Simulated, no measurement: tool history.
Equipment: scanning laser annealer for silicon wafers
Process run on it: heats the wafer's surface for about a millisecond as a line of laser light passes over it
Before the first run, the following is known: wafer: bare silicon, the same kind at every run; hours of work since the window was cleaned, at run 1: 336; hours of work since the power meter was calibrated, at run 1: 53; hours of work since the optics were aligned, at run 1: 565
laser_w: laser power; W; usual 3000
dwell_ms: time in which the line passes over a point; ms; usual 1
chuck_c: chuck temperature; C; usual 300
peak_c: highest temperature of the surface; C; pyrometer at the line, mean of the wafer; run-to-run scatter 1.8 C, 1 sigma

| run | hour | laser_w | dwell_ms | chuck_c | hours of work since the window was cleaned | hours of work since the power meter was calibrated | hours of work since the optics were aligned | peak_c |
|---|---|---|---|---|---|---|---|---|
| 1 | 0 | 3000 | 1 | 300 | 336 | 53 | 565 | 1017 |
| 2 | 4.3 | 3000 | 1 | 300 | 337 | 55 | 567 | 1017 |
| 3 | 10.4 | 3000 | 1 | 300 | 340 | 58 | 569 | 1013 |
| 4 | 15.5 | 3000 | 1 | 267 | 342 | 60 | 572 | 983 |
| 5 | 21 | 3000 | 1 | 267 | 345 | 62 | 574 | 984 |
| 6 | 26.2 | 3000 | 1 | 300 | 347 | 64 | 576 | 1017 |
| 7 | 34.9 | 2793 | 1 | 300 | 351 | 68 | 580 | 957 |
| 8 | 39.9 | 2793 | 1 | 300 | 353 | 70 | 582 | 960 |
| 9 | 47 | 2793 | 1 | 313 | 356 | 73 | 585 | 967 |
| 10 | 51.2 | 3000 | 1 | 300 | 358 | 75 | 587 | 1017 |
| 11 | 55.7 | 3000 | 1 | 300 | 360 | 77 | 589 | 1016 |
| 12 | 63 | 3000 | 1 | 300 | 363 | 80 | 592 | 1014 |
| 13 | 67.6 | 3000 | 1 | 300 | 365 | 82 | 594 | 1014 |
| 14 | 72.1 | 3000 | 1 | 300 | 367 | 84 | 596 | 1014 |
| 15 | 81.2 | 3000 | 1 | 300 | 370 | 88 | 600 | 1015 |
| 16 | 89.6 | 3000 | 1 | 300 | 374 | 91 | 603 | 1014 |
| 17 | 94.2 | 3000 | 1 | 300 | 376 | 93 | 605 | 1013 |
| 18 | 101.8 | 3000 | 1 | 300 | 379 | 97 | 609 | 1011 |
| 19 | 106.9 | 3000 | 1 | 300 | 381 | 99 | 611 | 1013 |
| 20 | 113.7 | 2698 | 1 | 300 | 384 | 102 | 614 | 930 |
| 21 | 122 | 3270 | 0.77 | 315 | 388 | 105 | 617 | 1005 |
| 22 | 126.9 | 3270 | 0.77 | 315 | 390 | 107 | 619 | 1005 |
|  | 129.5 | window over the wafer cleaned |
| 23 | 137.2 | 3281 | 1.17 | 319 | 3 | 111 | 623 | 1163 |
| 24 | 142 | 3281 | 1.17 | 319 | 5 | 113 | 625 | 1160 |
| 25 | 146.3 | 2789 | 0.84 | 260 | 7 | 115 | 627 | 843 |
| 26 | 153.6 | 2778 | 0.74 | 329 | 10 | 118 | 630 | 873 |
| 27 | 160.2 | 2778 | 0.74 | 329 | 13 | 121 | 633 | 869 |
| 28 | 167.5 | 2724 | 0.98 | 274 | 16 | 124 | 636 | 888 |
| 29 | 174.8 | 2724 | 0.98 | 274 | 19 | 127 | 639 | 887 |
|  | 178.8 | window over the wafer cleaned, once more |
| 30 | 181.4 | 3000 | 0.8 | 270 | 1 | 129 | 641 | 923 |
| 31 | 185.4 | 2656 | 0.97 | 333 | 3 | 131 | 643 | 949 |
| 32 | 192.3 | 3000 | 0.9 | 300 | 6 | 134 | 646 | 994 |
| 33 | 200.1 | 3085 | 1.17 | 286 | 9 | 137 | 649 | 1108 |
| 34 | 204.9 | 2956 | 0.72 | 296 | 11 | 139 | 651 | 901 |
| 35 | 209.7 | 2683 | 0.76 | 300 | 13 | 141 | 653 | 854 |
| 36 | 218 | 2683 | 0.76 | 300 | 17 | 145 | 657 | 852 |
| 37 | 226.8 | 2938 | 1.2 | 308 | 21 | 149 | 660 | 1090 |
| 38 | 235.9 | 2876 | 1.2 | 308 | 25 | 153 | 664 | 1068 |
| 39 | 244.7 | 2866 | 0.99 | 305 | 28 | 156 | 668 | 987 |
| 40 | 250.4 | 2908 | 0.99 | 305 | 31 | 159 | 671 | 1004 |

Consider 5 possible next runs. They are alternatives, not a sequence: every one starts from the tool as it was left by run 40. What does each give?
| A | 256.7 | 3038 | 1.16 | 298 | 33 | 161 | 673 | ? |
| B | 256.7 | 3260 | 0.96 | 305 | 33 | 161 | 673 | ? |
| C | 256.7 | 2778 | 1.11 | 317 | 33 | 161 | 673 | ? |
| D | 256.7 | 2830 | 1.23 | 305 | 33 | 161 | 673 | ? |
| E | 256.7 | 2908 | 0.99 | 300 | 33 | 161 | 673 | ? |

| run | peak_c |
|---|---|
| A | 1099 |
| B | 1092 |
| C | 1018 |
| D | 1057 |
| E | 1000 |
With no hidden state in the tool, these same runs would have given:
| run | peak_c |
|---|---|
| A | 1128 |
| B | 1120 |
| C | 1044 |
| D | 1085 |
| E | 1025 |
